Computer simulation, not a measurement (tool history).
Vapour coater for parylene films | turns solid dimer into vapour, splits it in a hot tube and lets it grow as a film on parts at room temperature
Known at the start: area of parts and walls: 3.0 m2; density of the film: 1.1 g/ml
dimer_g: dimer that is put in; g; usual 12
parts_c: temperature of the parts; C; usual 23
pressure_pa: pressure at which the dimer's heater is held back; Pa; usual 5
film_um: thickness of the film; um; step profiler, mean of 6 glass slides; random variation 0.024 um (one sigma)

run	hour	dimer_g	parts_c	pressure_pa	film_um
1	0	12	23	5	1.76
2	49.2	12	23	5	1.67
3	95.4	12	23	5	1.72
4	131	12	23	5	1.63
5	176.9	12	23	10.94	1.47
6	203.2	12	23	5	1.66
7	239	12	20	5	1.73
8	279.1	12	20	5	1.72
9	326.9	12	20	5	1.69
10	360.8	7	20	5	0.99
# hour 371.9: trap's valve overhauled
11	412.5	12	23	5	1.71
12	453.4	12	23	5	1.71
13	483.5	12	23	5	1.65
14	529.1	12	23	5	1.68
15	581.2	10	23	5	1.34
16	605.1	10	23	11.49	1.22
17	629.3	10	23	11.49	1.19
18	661.1	12	21	5	1.67
19	691.6	12	21	5	1.64
20	733.1	12	21	5	1.61
# hour 741.7: trap's valve overhauled
21	787.4	12	16	7.5	1.96
22	826.3	8	24	3.67	1.12
23	877.2	8	24	3.67	1.15
24	906.4	8	24	3.67	1.1
25	939.6	6	19	5	0.91
26	992.4	21	23	3.06	2.98
27	1016.3	7	17	5	1.11
28	1059.8	12	23	2.73	1.67
29	1097.2	12	30	5	1.28
# hour 1112: trap's valve overhauled
30	1130	12	21	5.58	1.81
31	1167.4	12	21	5.58	1.76
32	1194.5	12	21	5.58	1.78
33	1230.3	12	21	5.58	1.72
34	1258.3	6	29	2.75	0.78
35	1298.2	6	29	2.75	0.76
36	1323.8	18	30	7.52	1.9
37	1348.5	18	30	7.52	1.91
38	1401	18	30	7.52	1.85

Hidden state or all else? Some run-to-run changes of film_um, split into what the settings, what came in and random variation would give without the hidden state, and what is left for the hidden state (with any gauge scatter that isn't in both results):
The hidden state here: vapour lost through the trap's worn valve, %; true temperature of the parts over the reading, C; drift of the gauge itself on film_um, %.
Run 20 -> 21: parts_c 21 -> 16, pressure_pa 5 -> 7.5, trap's valve overhauled. film_um +0.35 um: hidden state +0.17, all else +0.18.
Run 25 -> 26: dimer_g 6 -> 21, parts_c 19 -> 23, pressure_pa 5 -> 3.06. film_um +2.07 um: hidden state -0.17, all else +2.24.
Run 26 -> 27: dimer_g 21 -> 7, parts_c 23 -> 17, pressure_pa 3.06 -> 5. film_um -1.87 um: hidden state +0.13, all else -2.
Run 29 -> 30: parts_c 30 -> 21, pressure_pa 5 -> 5.58, trap's valve overhauled. film_um +0.53 um: hidden state +0.16, all else +0.37.
Run 35 -> 36: dimer_g 6 -> 18, parts_c 29 -> 30, pressure_pa 2.75 -> 7.52. film_um +1.14 um: hidden state -0.07, all else +1.21.

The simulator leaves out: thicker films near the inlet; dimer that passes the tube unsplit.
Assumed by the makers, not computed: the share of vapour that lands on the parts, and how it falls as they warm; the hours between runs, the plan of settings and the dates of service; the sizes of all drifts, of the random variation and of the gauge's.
